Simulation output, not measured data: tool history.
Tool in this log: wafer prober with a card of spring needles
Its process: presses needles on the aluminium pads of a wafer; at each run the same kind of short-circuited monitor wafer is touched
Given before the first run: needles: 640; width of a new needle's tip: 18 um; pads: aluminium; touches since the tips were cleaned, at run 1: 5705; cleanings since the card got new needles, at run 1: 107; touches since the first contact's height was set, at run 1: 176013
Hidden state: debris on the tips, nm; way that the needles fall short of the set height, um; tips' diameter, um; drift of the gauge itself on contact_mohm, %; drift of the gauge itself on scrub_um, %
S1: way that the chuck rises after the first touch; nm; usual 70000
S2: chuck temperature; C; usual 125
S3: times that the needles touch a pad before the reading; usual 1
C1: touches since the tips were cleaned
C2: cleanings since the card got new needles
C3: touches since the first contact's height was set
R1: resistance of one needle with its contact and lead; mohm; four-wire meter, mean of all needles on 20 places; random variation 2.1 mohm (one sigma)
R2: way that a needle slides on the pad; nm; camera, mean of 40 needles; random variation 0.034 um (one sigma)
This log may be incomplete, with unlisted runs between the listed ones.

run 1 hour=0.0 | S1=70000 S2=125 S3=1 | C1=5705 C2=107 C3=176013 | R1=392 R2=8480
-- hour=10.2 tips cleaned on abrasive film
-- hour=33.0 tips cleaned on abrasive film
run 2 hour=34.9 | S1=70000 S2=125 S3=1 | C1=696 C2=109 C3=189343 | R1=291 R2=8460
-- hour=55.8 tips cleaned on abrasive film
-- hour=66.4 height of the first contact set anew
-- hour=81.4 tips cleaned on abrasive film
-- hour=107.1 tips cleaned on abrasive film
run 3 hour=116.0 | S1=70000 S2=125 S3=1 | C1=3406 C2=112 C3=19011 | R1=370 R2=8680
-- hour=131.7 tips cleaned on abrasive film
-- hour=155.8 tips cleaned on abrasive film
-- hour=180.3 tips cleaned on abrasive film
run 4 hour=194.3 | S1=70000 S2=45 S3=1 | C1=5375 C2=115 C3=49003 | R1=374 R2=8660
-- hour=204.8 tips cleaned on abrasive film
-- hour=229.1 tips cleaned on abrasive film
run 5 hour=246.0 | S1=70000 S2=45 S3=1 | C1=6475 C2=117 C3=68823 | R1=406 R2=8610
-- hour=250.1 tips cleaned on abrasive film
-- hour=274.8 tips cleaned on abrasive film
run 6 hour=285.8 | S1=70000 S2=125 S3=3 | C1=4242 C2=119 C3=84079 | R1=288 R2=8640
-- hour=299.9 tips cleaned on abrasive film
-- hour=321.8 tips cleaned on abrasive film
run 7 hour=326.0 | S1=70000 S2=125 S3=3 | C1=1592 C2=121 C3=99438 | R1=265 R2=8570
-- hour=345.5 tips cleaned on abrasive film
-- hour=367.2 tips cleaned on abrasive film
-- hour=390.3 tips cleaned on abrasive film
run 8 hour=406.6 | S1=70000 S2=125 S3=1 | C1=6268 C2=124 C3=130342 | R1=401 R2=8580
-- hour=411.9 tips cleaned on abrasive film
-- hour=438.0 tips cleaned on abrasive film
-- hour=464.1 tips cleaned on abrasive film
run 9 hour=482.8 | S1=70000 S2=125 S3=1 | C1=7187 C2=127 C3=159535 | R1=406 R2=8530
-- hour=488.1 tips cleaned on abrasive film
-- hour=511.1 tips cleaned on abrasive film
-- hour=534.3 tips cleaned on abrasive film
-- hour=560.2 tips cleaned on abrasive film
run 10 hour=562.6 | S1=70000 S2=125 S3=1 | C1=886 C2=131 C3=190057 | R1=301 R2=8480
-- hour=584.5 tips cleaned on abrasive film
-- hour=593.7 height of the first contact set anew
-- hour=608.4 tips cleaned on abrasive film
run 11 hour=609.3 | S1=70000 S2=125 S3=1 | C1=313 C2=133 C3=5946 | R1=275 R2=8710
-- hour=632.4 tips cleaned on abrasive film
run 12 hour=642.7 | S1=70000 S2=125 S3=1 | C1=3966 C2=134 C3=18784 | R1=386 R2=8620
-- hour=658.5 tips cleaned on abrasive film
-- hour=684.0 tips cleaned on abrasive film
-- hour=708.9 tips cleaned on abrasive film
run 13 hour=713.0 | S1=70000 S2=36 S3=1 | C1=1574 C2=137 C3=45696 | R1=323 R2=8640
-- hour=733.2 tips cleaned on abrasive film
-- hour=759.3 tips cleaned on abrasive film
run 14 hour=761.0 | S1=70000 S2=36 S3=1 | C1=629 C2=139 C3=64080 | R1=279 R2=8670
-- hour=780.8 tips cleaned on abrasive film
-- hour=805.8 tips cleaned on abrasive film
-- hour=830.1 tips cleaned on abrasive film
run 15 hour=837.3 | S1=70000 S2=36 S3=1 | C1=2762 C2=142 C3=93309 | R1=371 R2=8610
-- hour=851.8 tips cleaned on abrasive film
-- hour=875.8 tips cleaned on abrasive film
run 16 hour=884.2 | S1=70000 S2=92 S3=1 | C1=3222 C2=144 C3=111269 | R1=366 R2=8580
-- hour=899.9 tips cleaned on abrasive film
-- hour=925.4 tips cleaned on abrasive film
run 17 hour=928.2 | S1=70000 S2=125 S3=2 | C1=1079 C2=146 C3=128117 | R1=278 R2=8550
-- hour=947.2 tips cleaned on abrasive film
-- hour=972.1 tips cleaned on abrasive film
-- hour=994.9 tips cleaned on abrasive film
run 18 hour=1004.5 | S1=70000 S2=125 S3=2 | C1=3683 C2=149 C3=157358 | R1=323 R2=8490
-- hour=1019.5 tips cleaned on abrasive film
-- hour=1044.8 tips cleaned on abrasive film
run 19 hour=1055.5 | S1=57000 S2=114 S3=3 | C1=4104 C2=151 C3=176914 | R1=334 R2=6890
-- hour=1068.8 tips cleaned on abrasive film
-- hour=1094.9 tips cleaned on abrasive film
-- hour=1115.9 tips cleaned on abrasive film
-- hour=1120.3 height of the first contact set anew
run 20 hour=1125.3 | S1=57000 S2=114 S3=3 | C1=3510 C2=154 C3=1924 | R1=317 R2=7080
-- hour=1139.5 tips cleaned on abrasive film
-- hour=1165.4 tips cleaned on abrasive film
-- hour=1189.4 tips cleaned on abrasive film
run 21 hour=1206.9 | S1=57000 S2=114 S3=3 | C1=6726 C2=157 C3=33197 | R1=341 R2=7060
-- hour=1212.2 tips cleaned on abrasive film
-- hour=1236.5 tips cleaned on abrasive film
run 22 hour=1255.1 | S1=84000 S2=59 S3=1 | C1=7166 C2=159 C3=51679 | R1=367 R2=10390
-- hour=1260.4 tips cleaned on abrasive film
-- hour=1286.6 tips cleaned on abrasive film
-- hour=1307.5 tips cleaned on abrasive film
run 23 hour=1318.7 | S1=85000 S2=49 S3=1 | C1=4309 C2=162 C3=76025 | R1=346 R2=10520
-- hour=1328.8 tips cleaned on abrasive film
-- hour=1353.3 tips cleaned on abrasive film
-- hour=1377.1 tips cleaned on abrasive film
run 24 hour=1387.4 | S1=85000 S2=49 S3=1 | C1=3964 C2=165 C3=102340 | R1=341 R2=10400
-- hour=1401.6 tips cleaned on abrasive film
-- hour=1427.4 tips cleaned on abrasive film
-- hour=1452.1 tips cleaned on abrasive film
run 25 hour=1459.2 | S1=66000 S2=34 S3=2 | C1=2716 C2=168 C3=129832 | R1=332 R2=8010
-- hour=1474.9 tips cleaned on abrasive film
-- hour=1497.7 tips cleaned on abrasive film
run 26 hour=1497.7 | S1=66000 S2=34 S3=2 | C1=0 C2=170 C3=144551 | R1=226 R2=8080
-- hour=1520.9 tips cleaned on abrasive film
run 27 hour=1539.6 | S1=72000 S2=55 S3=2 | C1=7168 C2=171 C3=160637 | R1=344 R2=8810
-- hour=1544.9 tips cleaned on abrasive film
-- hour=1570.7 tips cleaned on abrasive film
-- hour=1594.7 tips cleaned on abrasive film
run 28 hour=1602.2 | S1=72000 S2=55 S3=2 | C1=2855 C2=174 C3=184597 | R1=303 R2=8680

Here are 4 independent what-if runs from the current tool condition. What would each one return?
-- hour=1617.9 tips cleaned on abrasive film
-- hour=1641.1 tips cleaned on abrasive film
-- hour=1646.6 height of the first contact set anew
run A hour=1650.3 | S1=70000 S2=88 S3=1 | C1=3406 C2=176 C3=1403 | R1=? R2=?
-- hour=1617.9 tips cleaned on abrasive film
-- hour=1641.1 tips cleaned on abrasive film
-- hour=1646.6 height of the first contact set anew
run B hour=1650.3 | S1=72000 S2=45 S3=2 | C1=3406 C2=176 C3=1403 | R1=? R2=?
-- hour=1617.9 tips cleaned on abrasive film
-- hour=1641.1 tips cleaned on abrasive film
-- hour=1646.6 height of the first contact set anew
run C hour=1650.3 | S1=60000 S2=125 S3=1 | C1=3406 C2=176 C3=1403 | R1=? R2=?
-- hour=1617.9 tips cleaned on abrasive film
-- hour=1641.1 tips cleaned on abrasive film
-- hour=1646.6 height of the first contact set anew
run D hour=1650.3 | S1=61000 S2=125 S3=1 | C1=3406 C2=176 C3=1403 | R1=? R2=?

run=A R1=383 R2=8740
run=B R1=313 R2=9020
run=C R1=431 R2=7430
run=D R1=429 R2=7620
Take away the tool's hidden state, keep each run's random variation, and the runs would have read:
run=A R1=226 R2=8740
run=B R1=216 R2=9020
run=C R1=236 R2=7430
run=D R1=239 R2=7620
